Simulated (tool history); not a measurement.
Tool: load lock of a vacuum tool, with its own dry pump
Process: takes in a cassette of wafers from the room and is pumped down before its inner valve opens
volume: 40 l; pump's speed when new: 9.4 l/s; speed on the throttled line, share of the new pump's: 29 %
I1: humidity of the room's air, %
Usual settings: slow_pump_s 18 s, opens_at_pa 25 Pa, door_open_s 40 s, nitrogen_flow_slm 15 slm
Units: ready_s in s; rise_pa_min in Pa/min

Run 1, hour 0.0: usual settings; I1 47.3. Result: ready_s 50.7 s, rise_pa_min 0.110 Pa/min.
Run 2, hour 109.6: usual settings; I1 43.3. Result: ready_s 51.1 s, rise_pa_min 0.123 Pa/min.
Run 3, hour 326.5: usual settings but slow_pump_s 22 s; I1 48.3. Result: ready_s 54.1 s, rise_pa_min 0.131 Pa/min.
Run 4, hour 477.6: usual settings but slow_pump_s 22 s; I1 48.0. Result: ready_s 53.9 s, rise_pa_min 0.130 Pa/min.
Run 5, hour 579.3: usual settings but slow_pump_s 22 s; I1 48.8. Result: ready_s 53.9 s, rise_pa_min 0.139 Pa/min.
Run 6, hour 692.2: usual settings but slow_pump_s 22 s; I1 46.4. Result: ready_s 53.6 s, rise_pa_min 0.139 Pa/min.
Run 7, hour 849.7: usual settings; I1 44.7. Result: ready_s 51.4 s, rise_pa_min 0.146 Pa/min.
Run 8, hour 1027.3: usual settings; I1 46.6. Result: ready_s 50.2 s, rise_pa_min 0.162 Pa/min.
Run 9, hour 1138.7: usual settings; I1 47.0. Result: ready_s 51.6 s, rise_pa_min 0.163 Pa/min.
Run 10, hour 1324.0: usual settings; I1 42.7. Result: ready_s 51.0 s, rise_pa_min 0.166 Pa/min.
Run 11, hour 1416.1: usual settings; I1 47.1. Result: ready_s 51.4 s, rise_pa_min 0.174 Pa/min.
Run 12, hour 1586.9: usual settings but nitrogen_flow_slm 21 slm; I1 43.2. Result: ready_s 51.1 s, rise_pa_min 0.186 Pa/min.
Run 13, hour 1693.3: usual settings but nitrogen_flow_slm 8 slm; I1 42.8. Result: ready_s 50.8 s, rise_pa_min 0.186 Pa/min.
Run 14, hour 1861.5: usual settings but door_open_s 26 s; I1 45.7. Result: ready_s 51.0 s, rise_pa_min 0.197 Pa/min.
Run 15, hour 1996.7: usual settings but door_open_s 26 s; I1 46.4. Result: ready_s 51.6 s, rise_pa_min 0.202 Pa/min.
Run 16, hour 2103.7: usual settings but slow_pump_s 12 s, opens_at_pa 19 Pa, door_open_s 185 s; I1 43.2. Result: ready_s 47.9 s, rise_pa_min 0.227 Pa/min.
Run 17, hour 2199.7: usual settings but slow_pump_s 35 s, opens_at_pa 23 Pa, door_open_s 51 s, nitrogen_flow_slm 25 slm; I1 44.7. Result: ready_s 63.9 s, rise_pa_min 0.216 Pa/min.
Run 18, hour 2312.5: usual settings but slow_pump_s 35 s, opens_at_pa 23 Pa, door_open_s 51 s, nitrogen_flow_slm 25 slm; I1 42.5. Result: ready_s 64.0 s, rise_pa_min 0.216 Pa/min.
Run 19, hour 2529.2: usual settings but slow_pump_s 13 s, opens_at_pa 23 Pa, door_open_s 236 s, nitrogen_flow_slm 13 slm; I1 46.3. Result: ready_s 47.4 s, rise_pa_min 0.256 Pa/min.
Run 20, hour 2705.2: usual settings but slow_pump_s 13 s, opens_at_pa 23 Pa, door_open_s 32 s, nitrogen_flow_slm 23 slm; I1 42.3. Result: ready_s 47.6 s, rise_pa_min 0.240 Pa/min.
Run 21, hour 2795.5: usual settings but slow_pump_s 35 s, door_open_s 80 s, nitrogen_flow_slm 17 slm; I1 46.9. Result: ready_s 62.7 s, rise_pa_min 0.253 Pa/min.
Run 22, hour 2956.5: usual settings but slow_pump_s 12 s, opens_at_pa 26 Pa, door_open_s 73 s; I1 45.5. Result: ready_s 47.4 s, rise_pa_min 0.274 Pa/min.
Run 23, hour 3076.9: usual settings but slow_pump_s 15 s, opens_at_pa 43 Pa, door_open_s 85 s, nitrogen_flow_slm 14 slm; I1 43.2. Result: ready_s 47.5 s, rise_pa_min 0.279 Pa/min.
Run 24, hour 3188.1: usual settings but opens_at_pa 27 Pa, door_open_s 52 s, nitrogen_flow_slm 26 slm; I1 43.2. Result: ready_s 51.9 s, rise_pa_min 0.276 Pa/min.
Run 25, hour 3402.5: usual settings but slow_pump_s 21 s, opens_at_pa 47 Pa, door_open_s 52 s, nitrogen_flow_slm 26 slm; I1 44.8. Result: ready_s 51.3 s, rise_pa_min 0.292 Pa/min.

Forecast each of these 4 alternatives for the next run:
Run A, hour 3575.6: usual settings but slow_pump_s 11 s, door_open_s 217 s, nitrogen_flow_slm 6 slm; I1 43.0. Result: ready_s ?, rise_pa_min ?.
Run B, hour 3575.6: usual settings but slow_pump_s 21 s, opens_at_pa 30 Pa, door_open_s 184 s, nitrogen_flow_slm 4 slm; I1 48.8. Result: ready_s ?, rise_pa_min ?.
Run C, hour 3575.6: usual settings but slow_pump_s 15 s, nitrogen_flow_slm 19 slm; I1 43.3. Result: ready_s ?, rise_pa_min ?.
Run D, hour 3575.6: usual settings but slow_pump_s 13 s, opens_at_pa 47 Pa, door_open_s 56 s, nitrogen_flow_slm 4 slm; I1 48.2. Result: ready_s ?, rise_pa_min ?.

run  ready_s  rise_pa_min
  A     46.6        0.324
  B     53.2        0.328
  C     49.8        0.303
  D     45.8        0.308
Without the tool's hidden state the same runs would have given:
run  ready_s  rise_pa_min
  A     42.8        0.044
  B     49.8        0.049
  C     46.3        0.021
  D     42.5        0.030
